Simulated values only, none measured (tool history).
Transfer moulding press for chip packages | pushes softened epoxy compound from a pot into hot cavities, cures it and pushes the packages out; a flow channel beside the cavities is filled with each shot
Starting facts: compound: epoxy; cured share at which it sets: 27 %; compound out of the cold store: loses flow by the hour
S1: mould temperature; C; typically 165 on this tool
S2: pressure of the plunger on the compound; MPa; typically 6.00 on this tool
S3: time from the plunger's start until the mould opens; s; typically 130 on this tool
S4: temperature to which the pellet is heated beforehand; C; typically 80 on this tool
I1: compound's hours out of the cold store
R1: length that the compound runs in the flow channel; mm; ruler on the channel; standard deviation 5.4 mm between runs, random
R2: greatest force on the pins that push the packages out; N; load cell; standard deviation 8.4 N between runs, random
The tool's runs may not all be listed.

run 1 hour=0.0 | S1=165 S2=6.00 S3=130 S4=80 | I1=17.2 | R1=677 R2=556
run 2 hour=24.7 | S1=165 S2=6.00 S3=130 S4=80 | I1=37.8 | R1=587 R2=578
-- hour=36.7 cavities cleaned with cleaning compound and waxed
run 3 hour=40.6 | S1=165 S2=6.00 S3=130 S4=82 | I1=11.0 | R1=687 R2=707
-- hour=58.4 plunger's sealing rings changed
run 4 hour=66.4 | S1=165 S2=6.00 S3=130 S4=82 | I1=29.3 | R1=670 R2=637
run 5 hour=89.5 | S1=165 S2=6.00 S3=155 S4=80 | I1=14.8 | R1=738 R2=515
run 6 hour=107.3 | S1=165 S2=6.00 S3=165 S4=80 | I1=28.5 | R1=662 R2=494
run 7 hour=118.8 | S1=165 S2=6.00 S3=165 S4=80 | I1=38.2 | R1=617 R2=504
-- hour=132.7 cavities cleaned with cleaning compound and waxed
run 8 hour=142.6 | S1=165 S2=7.16 S3=130 S4=80 | I1=28.1 | R1=728 R2=449
-- hour=146.1 cavities cleaned with cleaning compound and waxed, once more
run 9 hour=155.2 | S1=172 S2=6.00 S3=130 S4=80 | I1=8.3 | R1=741 R2=349
run 10 hour=170.4 | S1=172 S2=6.00 S3=130 S4=80 | I1=34.7 | R1=613 R2=369
run 11 hour=186.3 | S1=172 S2=6.00 S3=130 S4=80 | I1=9.6 | R1=724 R2=406
run 12 hour=203.1 | S1=172 S2=6.00 S3=130 S4=80 | I1=42.3 | R1=584 R2=418
run 13 hour=221.2 | S1=172 S2=6.00 S3=130 S4=80 | I1=8.1 | R1=735 R2=463
-- hour=238.8 cavities cleaned with cleaning compound and waxed
run 14 hour=240.6 | S1=172 S2=6.00 S3=130 S4=80 | I1=39.2 | R1=592 R2=315
run 15 hour=262.6 | S1=172 S2=6.00 S3=130 S4=80 | I1=39.7 | R1=581 R2=358
run 16 hour=286.0 | S1=172 S2=6.00 S3=130 S4=80 | I1=41.5 | R1=570 R2=405
run 17 hour=302.0 | S1=164 S2=6.00 S3=129 S4=80 | I1=14.8 | R1=699 R2=657
run 18 hour=319.5 | S1=164 S2=6.00 S3=129 S4=80 | I1=26.8 | R1=658 R2=650
-- hour=331.5 cavities cleaned with cleaning compound and waxed
run 19 hour=332.7 | S1=168 S2=6.00 S3=143 S4=80 | I1=45.0 | R1=556 R2=337
run 20 hour=347.8 | S1=161 S2=6.00 S3=143 S4=80 | I1=16.8 | R1=719 R2=543
run 21 hour=364.9 | S1=165 S2=6.00 S3=113 S4=84 | I1=15.8 | R1=696 R2=723
run 22 hour=376.8 | S1=165 S2=6.00 S3=113 S4=84 | I1=18.4 | R1=690 R2=764
run 23 hour=393.5 | S1=171 S2=5.92 S3=125 S4=89 | I1=38.1 | R1=578 R2=448
run 24 hour=406.1 | S1=171 S2=5.92 S3=125 S4=89 | I1=21.2 | R1=649 R2=466
-- hour=424.2 cavities cleaned with cleaning compound and waxed
run 25 hour=430.5 | S1=159 S2=6.00 S3=130 S4=80 | I1=30.4 | R1=641 R2=664
run 26 hour=446.1 | S1=165 S2=5.21 S3=146 S4=80 | I1=14.1 | R1=646 R2=413
run 27 hour=468.7 | S1=165 S2=6.64 S3=121 S4=80 | I1=20.6 | R1=689 R2=643
run 28 hour=493.9 | S1=165 S2=6.64 S3=121 S4=80 | I1=39.1 | R1=599 R2=639

What if the next run were any one of these 3? Each begins from the tool's condition after run 28:
-- hour=517.7 cavities cleaned with cleaning compound and waxed
run A hour=520.4 | S1=169 S2=4.88 S3=167 S4=80 | I1=17.4 | R1=? R2=?
-- hour=517.7 cavities cleaned with cleaning compound and waxed
run B hour=520.4 | S1=165 S2=5.17 S3=121 S4=80 | I1=21.6 | R1=? R2=?
-- hour=517.7 cavities cleaned with cleaning compound and waxed
run C hour=520.4 | S1=168 S2=6.00 S3=165 S4=80 | I1=27.3 | R1=? R2=?

run=A R1=591 R2=293
run=B R1=611 R2=506
run=C R1=612 R2=311
Had the tool no hidden state, the same runs would have come out as:
run=A R1=643 R2=277
run=B R1=665 R2=451
run=C R1=666 R2=294

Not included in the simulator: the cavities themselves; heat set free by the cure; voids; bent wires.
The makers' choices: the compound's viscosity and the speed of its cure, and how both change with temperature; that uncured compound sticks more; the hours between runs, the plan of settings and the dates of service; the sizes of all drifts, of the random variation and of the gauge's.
